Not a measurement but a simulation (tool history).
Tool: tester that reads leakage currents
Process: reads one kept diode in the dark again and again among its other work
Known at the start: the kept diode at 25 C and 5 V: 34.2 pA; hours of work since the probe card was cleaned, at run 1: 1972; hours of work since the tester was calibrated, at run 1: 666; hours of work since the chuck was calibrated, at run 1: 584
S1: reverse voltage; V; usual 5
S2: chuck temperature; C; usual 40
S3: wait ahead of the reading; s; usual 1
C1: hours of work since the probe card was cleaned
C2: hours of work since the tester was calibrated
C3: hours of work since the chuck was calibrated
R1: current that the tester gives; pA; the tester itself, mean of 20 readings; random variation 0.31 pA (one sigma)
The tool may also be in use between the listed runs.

| run | day | S1 | S2 | S3 | C1 | C2 | C3 | R1 |
|---|---|---|---|---|---|---|---|---|
| 1 | 0 | 5 | 40 | 1 | 1972 | 666 | 584 | 101.83 |
| 2 | 3.871 | 5 | 40 | 1 | 2012 | 705 | 623 | 102.19 |
| 3 | 10.254 | 5 | 40 | 5.34 | 2077 | 770 | 688 | 101.41 |
| 4 | 14.05 | 5 | 40 | 5.34 | 2115 | 809 | 727 | 101.12 |
| 5 | 21.85 | 5 | 21 | 1 | 2195 | 888 | 806 | 26.12 |
| 6 | 29.142 | 5 | 35 | 1 | 2269 | 963 | 880 | 72.26 |
| 7 | 36.512 | 5 | 40 | 1 | 2344 | 1038 | 955 | 102.87 |
| 8 | 42.85 | 5 | 40 | 1 | 2408 | 1102 | 1020 | 101.97 |
| 9 | 47.162 | 5 | 40 | 1 | 2452 | 1146 | 1064 | 101.99 |
| 10 | 54.333 | 5 | 40 | 1 | 2525 | 1219 | 1137 | 102.13 |
| 11 | 62.775 | 5 | 40 | 1 | 2611 | 1305 | 1223 | 101.84 |
| 12 | 66.617 | 5 | 40 | 1 | 2650 | 1344 | 1262 | 102.25 |
| 13 | 71.1 | 5 | 40 | 1 | 2696 | 1390 | 1308 | 102.37 |
| 14 | 74.583 | 5 | 40 | 1 | 2732 | 1425 | 1343 | 102.34 |
| 15 | 80.346 | 5 | 40 | 1 | 2790 | 1484 | 1402 | 101.51 |
| 16 | 88.646 | 5 | 40 | 1 | 2875 | 1569 | 1486 | 101.62 |
| 17 | 97.171 | 5 | 40 | 1 | 2962 | 1656 | 1573 | 101.82 |
| 18 | 101.354 | 5 | 42 | 1 | 3004 | 1698 | 1616 | 117.31 |
| 19 | 108.392 | 4.97 | 40 | 1 | 3076 | 1770 | 1687 | 101.33 |
| 20 | 115.529 | 9.63 | 27 | 7.29 | 3149 | 1842 | 1760 | 54.72 |
|  | 117.879 | probe card cleaned and baked |
| 21 | 123.85 | 5.44 | 47 | 1.02 | 61 | 1926 | 1844 | 169.58 |
| 22 | 129.5 | 1.93 | 42 | 3.4 | 118 | 1983 | 1901 | 74.02 |
| 23 | 136.588 | 1.93 | 55 | 3.4 | 191 | 2056 | 1973 | 173.03 |
| 24 | 140.483 | 1.1 | 40 | 1 | 230 | 2095 | 2013 | 49.49 |
| 25 | 145.038 | 4.1 | 53 | 6.96 | 277 | 2142 | 2059 | 216.52 |
| 26 | 152.625 | 19.88 | 34 | 0.77 | 354 | 2219 | 2137 | 132.27 |
| 27 | 158.454 | 6.69 | 40 | 5.48 | 413 | 2278 | 2196 | 116.55 |
|  | 163.108 | chuck's temperature calibrated |
| 28 | 165.796 | 3.23 | 21 | 5.48 | 487 | 2352 | 27 | 20.46 |
| 29 | 171.379 | 3.23 | 21 | 7.23 | 544 | 2409 | 84 | 20.55 |
| 30 | 179.104 | 1.19 | 52 | 3.74 | 623 | 2488 | 163 | 114.2 |
| 31 | 184.533 | 1.19 | 36 | 3.74 | 678 | 2543 | 218 | 38.75 |
| 32 | 188.258 | 14.72 | 39 | 0.93 | 716 | 2581 | 256 | 160.99 |
| 33 | 195.988 | 5.2 | 46 | 0.4 | 795 | 2660 | 335 | 157.01 |
| 34 | 199.746 | 1.01 | 46 | 2.39 | 833 | 2698 | 373 | 71.16 |
| 35 | 205.917 | 9.02 | 40 | 1.2 | 896 | 2761 | 436 | 135.05 |
| 36 | 211.792 | 1.45 | 25 | 1 | 956 | 2821 | 496 | 19.16 |
| 37 | 218.9 | 1.45 | 22 | 5.15 | 1028 | 2893 | 568 | 15.08 |
| 38 | 224.296 | 1.42 | 29 | 0.55 | 1083 | 2948 | 623 | 25.72 |

How the hidden state differs across the entries between the runs, from the last listed run before each to the first after it:
Between runs 20 and 21: probe card cleaned and baked (day 117.879)
  stray current of the dirty probe card, pA a volt: 0.037 -> 0.02; current scale over the true one, %: -0.01 -> -0.02
  measured less the result without the state, R1: +0.07 -> -0.29 pA
Between runs 27 and 28: chuck's temperature calibrated (day 163.108)
  stray current of the dirty probe card, pA a volt: 0.022 -> 0.023; true chuck temperature over the reading, C: -0.03 -> -0.01
  measured less the result without the state, R1: -0.24 -> -0.01 pA

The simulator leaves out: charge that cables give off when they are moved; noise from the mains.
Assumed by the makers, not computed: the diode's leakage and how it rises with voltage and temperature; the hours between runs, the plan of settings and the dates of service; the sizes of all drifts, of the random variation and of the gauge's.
